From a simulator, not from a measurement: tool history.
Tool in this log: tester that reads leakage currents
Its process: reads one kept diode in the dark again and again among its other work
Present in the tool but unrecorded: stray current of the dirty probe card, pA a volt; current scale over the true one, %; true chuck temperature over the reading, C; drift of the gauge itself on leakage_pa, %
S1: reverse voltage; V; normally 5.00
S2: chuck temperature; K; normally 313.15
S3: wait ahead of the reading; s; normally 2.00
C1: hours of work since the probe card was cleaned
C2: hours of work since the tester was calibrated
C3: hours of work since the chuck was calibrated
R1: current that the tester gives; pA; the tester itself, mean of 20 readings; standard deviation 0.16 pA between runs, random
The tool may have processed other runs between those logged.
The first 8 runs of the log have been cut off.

run 9 hour=863.2 | S1=18.50 S2=313.15 S3=2.00 | C1=940 C2=1126 C3=1535 | R1=106.44
run 10 hour=1009.6 | S1=5.00 S2=313.15 S3=0.46 | C1=1042 C2=1229 C3=1637 | R1=49.86
run 11 hour=1170.3 | S1=5.00 S2=313.15 S3=0.46 | C1=1154 C2=1341 C3=1749 | R1=49.53
run 12 hour=1336.0 | S1=5.00 S2=313.15 S3=0.46 | C1=1270 C2=1456 C3=1865 | R1=50.18
run 13 hour=1410.0 | S1=5.00 S2=313.15 S3=0.46 | C1=1321 C2=1508 C3=1916 | R1=50.05
run 14 hour=1543.3 | S1=5.00 S2=313.15 S3=0.46 | C1=1414 C2=1601 C3=2009 | R1=50.32
run 15 hour=1706.9 | S1=5.00 S2=313.15 S3=0.46 | C1=1529 C2=1715 C3=2123 | R1=50.14
run 16 hour=1778.0 | S1=5.00 S2=313.15 S3=2.00 | C1=1578 C2=1765 C3=2173 | R1=49.58
run 17 hour=1924.0 | S1=5.00 S2=313.15 S3=2.00 | C1=1680 C2=1867 C3=2275 | R1=49.76
run 18 hour=2083.0 | S1=5.00 S2=313.15 S3=2.00 | C1=1791 C2=1978 C3=2386 | R1=49.74
run 19 hour=2162.5 | S1=5.00 S2=313.15 S3=2.00 | C1=1846 C2=2033 C3=2441 | R1=49.83
-- hour=2243.8 chuck's temperature calibrated
run 20 hour=2290.5 | S1=5.00 S2=313.15 S3=2.00 | C1=1934 C2=2121 C3=33 | R1=57.57
run 21 hour=2420.2 | S1=1.35 S2=313.15 S3=2.00 | C1=2025 C2=2211 C3=123 | R1=26.75
run 22 hour=2551.5 | S1=1.58 S2=320.15 S3=2.91 | C1=2117 C2=2303 C3=215 | R1=50.46
run 23 hour=2702.9 | S1=8.89 S2=317.15 S3=2.00 | C1=2222 C2=2409 C3=320 | R1=109.50
run 24 hour=2872.8 | S1=4.90 S2=305.15 S3=0.60 | C1=2341 C2=2527 C3=439 | R1=33.68
run 25 hour=2959.4 | S1=4.90 S2=305.15 S3=0.60 | C1=2401 C2=2588 C3=499 | R1=33.55

Predict the results of run 26:
run 26 hour=3056.7 | S1=4.90 S2=314.15 S3=0.96 | C1=2469 C2=2656 C3=567 | R1=?

Run 26 gave R1 61.72 pA.
Take away the tool's hidden state, keep the run-to-run variation as it was, and the same run would have given R1 54.74 pA.
